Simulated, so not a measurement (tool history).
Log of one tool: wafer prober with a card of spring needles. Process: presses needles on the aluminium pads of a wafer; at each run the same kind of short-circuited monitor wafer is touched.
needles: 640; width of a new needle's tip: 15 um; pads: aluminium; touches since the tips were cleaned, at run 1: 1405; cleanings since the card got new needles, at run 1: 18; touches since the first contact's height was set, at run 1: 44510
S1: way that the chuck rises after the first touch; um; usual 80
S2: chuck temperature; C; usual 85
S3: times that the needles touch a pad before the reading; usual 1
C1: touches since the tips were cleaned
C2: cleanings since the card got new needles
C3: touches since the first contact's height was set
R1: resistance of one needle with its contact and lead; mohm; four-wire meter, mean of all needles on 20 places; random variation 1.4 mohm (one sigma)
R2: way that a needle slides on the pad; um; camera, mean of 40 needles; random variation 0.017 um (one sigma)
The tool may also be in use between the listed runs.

run,hour,S1,S2,S3,C1,C2,C3,R1,R2
1,0.0,80,85,1,1405,18,44510,132,18.99
# hour 18.2: tips cleaned on abrasive film
# hour 41.1: tips cleaned on abrasive film
2,44.8,80,85,1,1054,20,57181,130,18.98
# hour 65.3: tips cleaned on abrasive film
3,83.7,80,85,1,5226,21,68230,131,18.95
# hour 88.1: tips cleaned on abrasive film
4,107.3,80,85,1,5456,22,74915,129,18.94
# hour 111.3: tips cleaned on abrasive film
# hour 135.5: tips cleaned on abrasive film
# hour 140.0: height of the first contact set anew
5,140.1,80,85,1,1214,24,27,130,18.94
# hour 160.0: tips cleaned on abrasive film
6,160.0,80,85,1,0,25,5660,134,18.94
# hour 184.4: tips cleaned on abrasive film
7,186.5,80,85,1,580,26,13160,130,18.93
# hour 209.6: tips cleaned on abrasive film
8,212.0,62,85,1,696,27,20403,135,14.67
# hour 232.4: tips cleaned on abrasive film
9,240.0,62,58,1,2183,28,28335,132,14.65
# hour 256.0: tips cleaned on abrasive film
10,266.4,80,85,1,2984,29,35818,132,18.90
# hour 280.3: tips cleaned on abrasive film
# hour 303.5: tips cleaned on abrasive film
11,303.5,80,85,1,0,31,46289,129,18.89
# hour 326.4: tips cleaned on abrasive film
12,331.5,80,85,1,1453,32,54225,131,18.90
# hour 350.0: tips cleaned on abrasive film
13,366.6,84,81,1,4723,33,64192,133,19.85
# hour 372.9: tips cleaned on abrasive film
14,387.1,75,81,2,4042,34,69979,132,17.69
# hour 397.9: tips cleaned on abrasive film
# hour 422.2: tips cleaned on abrasive film
15,424.8,98,85,3,752,36,80660,127,23.09
# hour 438.5: height of the first contact set anew
# hour 446.9: tips cleaned on abrasive film
16,461.3,98,85,3,4111,37,6467,129,23.08

Forecast run 17:
# hour 471.7: tips cleaned on abrasive film
# hour 497.9: tips cleaned on abrasive film
17,503.1,60,97,2,1476,39,18287,?,?

{"run 17": {"R1": 141, "R2": 14.12}}
Without the tool's hidden state the same run would have given R1 141 mohm, R2 14.22 um.

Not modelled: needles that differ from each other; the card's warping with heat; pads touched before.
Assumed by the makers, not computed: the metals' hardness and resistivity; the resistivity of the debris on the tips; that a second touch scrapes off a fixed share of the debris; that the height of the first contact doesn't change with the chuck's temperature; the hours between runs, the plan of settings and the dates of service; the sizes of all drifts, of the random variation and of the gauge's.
